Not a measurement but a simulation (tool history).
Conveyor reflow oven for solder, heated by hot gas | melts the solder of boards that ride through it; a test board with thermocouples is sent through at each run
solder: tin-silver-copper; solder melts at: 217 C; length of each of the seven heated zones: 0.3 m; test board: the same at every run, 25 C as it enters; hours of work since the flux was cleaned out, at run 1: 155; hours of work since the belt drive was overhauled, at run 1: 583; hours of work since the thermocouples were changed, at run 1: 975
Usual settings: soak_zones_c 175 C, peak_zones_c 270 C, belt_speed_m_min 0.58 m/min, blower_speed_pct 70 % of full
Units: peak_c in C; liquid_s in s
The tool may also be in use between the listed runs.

run     day  soak_zones_c  peak_zones_c  belt_speed_m_min  blower_speed_pct  hours of work since the flux was cleaned out  hours of work since the belt drive was overhauled  hours of work since the thermocouples were changed  peak_c  liquid_s
  1       0           175           270              0.58                70                                           155                                                583                                                 975   253.2      48.1
  2   1.604           175           275              0.58                70                                           172                                                600                                                 992   257.7      50.3
  3    2.85           175           275              0.58                70                                           185                                                613                                                1006   257.7      49.9
  4   4.629           175           270              0.58                70                                           205                                                633                                                1025   253.4      47.5
  5   6.304           175           270              0.58                70                                           223                                                651                                                1043   252.4      47.3
  6   7.796           175           265              0.58                70                                           239                                                667                                                1059   248.2      44.4
  7  10.283           175           265              0.58                70                                           265                                                693                                                1086   248.7      44.9
  8   12.85           175           272             0.464                70                                           293                                                721                                                1113   259.7      65.9
     13.142  -- belt drive overhauled, speed set with a stopwatch
  9  14.546           169           272             0.464                70                                           309                                                 15                                                1130   259.6      62.7
 10  16.321           175           270              0.58                53                                           329                                                 34                                                1149   248.4      42.5
     18.167  -- belt drive overhauled, speed set with a stopwatch, once more
 11  18.592           175           270              0.58                53                                           351                                                  5                                                1172   246.2      42.2
 12  21.025           182           270             0.521                53                                           377                                                 31                                                1198   252.4      53.9

Hidden state at the last listed run before each entry between runs and at the first one after, where it differs:
Between runs 8 and 9: belt drive overhauled, speed set with a stopwatch (day 13.142)
  heat that the gas passes to the board, % of a clean oven's: 94.4 -> 94.2; belt's true speed, % of the reading: 99.35 -> 99.24; true gas temperature in zones 6 and 7 over the reading, C: -3 -> -3.04
  measured less the result without the state, peak_c: -3.5 -> -3.6 C; liquid_s: -1.4 -> -1.5 s
Between runs 10 and 11: belt drive overhauled, speed set with a stopwatch, once more (day 18.167)
  heat that the gas passes to the board, % of a clean oven's: 93.8 -> 93.4; belt's true speed, % of the reading: 99.22 -> 100.1; true gas temperature in zones 6 and 7 over the reading, C: -3.08 -> -3.13
  measured less the result without the state, peak_c: -3.5 -> -3.9 C; liquid_s: -2.2 -> -2.9 s
